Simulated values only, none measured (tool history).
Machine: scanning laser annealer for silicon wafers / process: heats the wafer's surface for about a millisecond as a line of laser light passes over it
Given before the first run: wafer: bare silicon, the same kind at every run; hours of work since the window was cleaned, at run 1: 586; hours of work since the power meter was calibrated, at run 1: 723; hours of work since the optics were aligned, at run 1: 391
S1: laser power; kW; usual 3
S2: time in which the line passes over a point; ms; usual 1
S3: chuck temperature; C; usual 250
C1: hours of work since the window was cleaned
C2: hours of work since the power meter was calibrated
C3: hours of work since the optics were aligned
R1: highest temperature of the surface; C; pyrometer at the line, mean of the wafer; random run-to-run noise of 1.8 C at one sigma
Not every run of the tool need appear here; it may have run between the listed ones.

Run 1, hour 0: usual settings; C1 586; C2 723; C3 391. Result: R1 968 C.
Run 2, hour 28.2: usual settings but S1 2.942 kW; C1 605; C2 742; C3 410. Result: R1 952 C.
Run 3, hour 67.3: usual settings; C1 631; C2 768; C3 436. Result: R1 958 C.
At hour 91.1: window over the wafer cleaned.
Run 4, hour 120: usual settings; C1 19; C2 802; C3 470. Result: R1 942 C.
Run 5, hour 170.4: usual settings; C1 53; C2 836; C3 504. Result: R1 935 C.
At hour 209.7: window over the wafer cleaned, once more.
Run 6, hour 209.7: usual settings but S1 3.014 kW, S3 289 C; C1 0; C2 861; C3 529. Result: R1 1045 C.
Run 7, hour 264.7: usual settings but S1 3.225 kW, S2 0.78 ms, S3 288 C; C1 37; C2 898; C3 566. Result: R1 991 C.
Run 8, hour 292.9: usual settings but S1 2.641 kW, S2 0.78 ms, S3 280 C; C1 56; C2 917; C3 585. Result: R1 848 C.
Run 9, hour 338: usual settings but S1 2.572 kW, S2 0.78 ms, S3 243 C; C1 86; C2 947; C3 615. Result: R1 790 C.
Run 10, hour 376.8: usual settings but S1 3.221 kW, S2 0.87 ms; C1 112; C2 973; C3 641. Result: R1 990 C.

What if the next run were any one of these 3? Each begins from the tool's condition after run 10:
Run A, hour 426.7: usual settings but S3 219 C; C1 146; C2 1006; C3 674. Result: R1 ?.
Run B, hour 426.7: usual settings but S1 3.221 kW, S2 0.87 ms, S3 214 C; C1 146; C2 1006; C3 674. Result: R1 ?.
Run C, hour 426.7: usual settings but S1 2.888 kW, S2 0.72 ms; C1 146; C2 1006; C3 674. Result: R1 ?.

run   R1
  A  956
  B  951
  C  837
Without the tool's hidden state the same runs would have given:
run   R1
  A  981
  B  975
  C  857
